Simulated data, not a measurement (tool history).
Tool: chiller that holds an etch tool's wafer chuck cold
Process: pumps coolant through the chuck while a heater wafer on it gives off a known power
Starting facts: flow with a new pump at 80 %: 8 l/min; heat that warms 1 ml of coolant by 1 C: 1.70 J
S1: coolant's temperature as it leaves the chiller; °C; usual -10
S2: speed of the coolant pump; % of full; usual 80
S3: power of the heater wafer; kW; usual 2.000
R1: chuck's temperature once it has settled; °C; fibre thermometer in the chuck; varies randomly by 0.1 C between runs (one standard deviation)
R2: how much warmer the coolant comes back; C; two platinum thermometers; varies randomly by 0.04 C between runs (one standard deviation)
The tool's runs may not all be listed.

| run | hour | S1 | S2 | S3 | R1 | R2 |
|---|---|---|---|---|---|---|
| 1 | 0.0 | -10 | 80 | 2.000 | 10.6 | 9.43 |
| 2 | 114.1 | -10 | 80 | 2.000 | 10.7 | 9.45 |
| 3 | 190.9 | -10 | 80 | 2.000 | 10.8 | 9.48 |
| 4 | 254.6 | -10 | 80 | 2.000 | 10.9 | 9.53 |
| 5 | 327.7 | -10 | 80 | 1.775 | 8.9 | 8.48 |
| 6 | 384.7 | -10 | 80 | 2.000 | 11.3 | 9.55 |
|  | 392.6 | chiller's thermometer calibrated |
| 7 | 492.8 | -10 | 84 | 2.000 | 10.6 | 9.10 |
| 8 | 590.2 | -10 | 80 | 1.744 | 8.7 | 8.48 |
|  | 627.5 | chiller's thermometer calibrated, once more |
| 9 | 698.6 | -4 | 80 | 2.000 | 17.5 | 9.64 |
| 10 | 828.5 | -4 | 80 | 2.000 | 17.4 | 9.59 |
| 11 | 943.0 | -10 | 71 | 2.000 | 13.8 | 10.93 |
| 12 | 1003.6 | -10 | 71 | 2.000 | 13.8 | 10.94 |
| 13 | 1107.8 | -10 | 71 | 2.000 | 14.1 | 10.98 |
| 14 | 1225.4 | -10 | 80 | 2.226 | 14.6 | 10.91 |
| 15 | 1340.4 | -10 | 80 | 2.226 | 14.5 | 11.01 |
| 16 | 1468.9 | -10 | 80 | 2.226 | 14.7 | 11.05 |
| 17 | 1546.7 | -18 | 80 | 2.226 | 7.2 | 11.04 |
| 18 | 1675.6 | -10 | 81 | 2.000 | 12.2 | 9.86 |
| 19 | 1733.0 | -10 | 81 | 2.000 | 12.4 | 9.85 |
| 20 | 1860.7 | -15 | 65 | 1.460 | 4.8 | 9.00 |
| 21 | 1989.3 | -8 | 94 | 2.000 | 12.2 | 8.57 |
| 22 | 2059.7 | -20 | 87 | 2.740 | 9.4 | 12.65 |
| 23 | 2183.2 | -5 | 69 | 2.226 | 24.2 | 13.08 |
| 24 | 2291.8 | -5 | 69 | 2.226 | 24.3 | 13.07 |
| 25 | 2421.4 | -5 | 69 | 2.226 | 24.3 | 13.14 |
| 26 | 2510.5 | -11 | 77 | 2.085 | 14.5 | 11.11 |
| 27 | 2621.2 | -11 | 99 | 2.085 | 10.2 | 8.70 |
| 28 | 2736.6 | -4 | 80 | 2.000 | 20.3 | 10.30 |
| 29 | 2840.5 | -4 | 89 | 2.198 | 20.5 | 10.20 |
| 30 | 2955.1 | -4 | 89 | 2.198 | 20.7 | 10.17 |
| 31 | 3057.9 | -9 | 66 | 1.702 | 15.3 | 10.78 |

Here are 4 independent what-if runs from the current tool condition. What would each one return?
| A | 3139.8 | -6 | 80 | 1.387 | ? | ? |
| B | 3139.8 | -14 | 66 | 1.702 | ? | ? |
| C | 3139.8 | -9 | 65 | 1.702 | ? | ? |
| D | 3139.8 | -8 | 90 | 1.702 | ? | ? |

| run | R1 | R2 |
|---|---|---|
| A | 11.3 | 7.15 |
| B | 10.7 | 10.70 |
| C | 16.0 | 10.92 |
| D | 11.4 | 7.87 |
The same runs, with their run-to-run variation unchanged, on a tool lacking any hidden condition would have given:
| run | R1 | R2 |
|---|---|---|
| A | 7.4 | 6.04 |
| B | 5.2 | 9.04 |
| C | 10.4 | 9.24 |
| D | 7.0 | 6.65 |
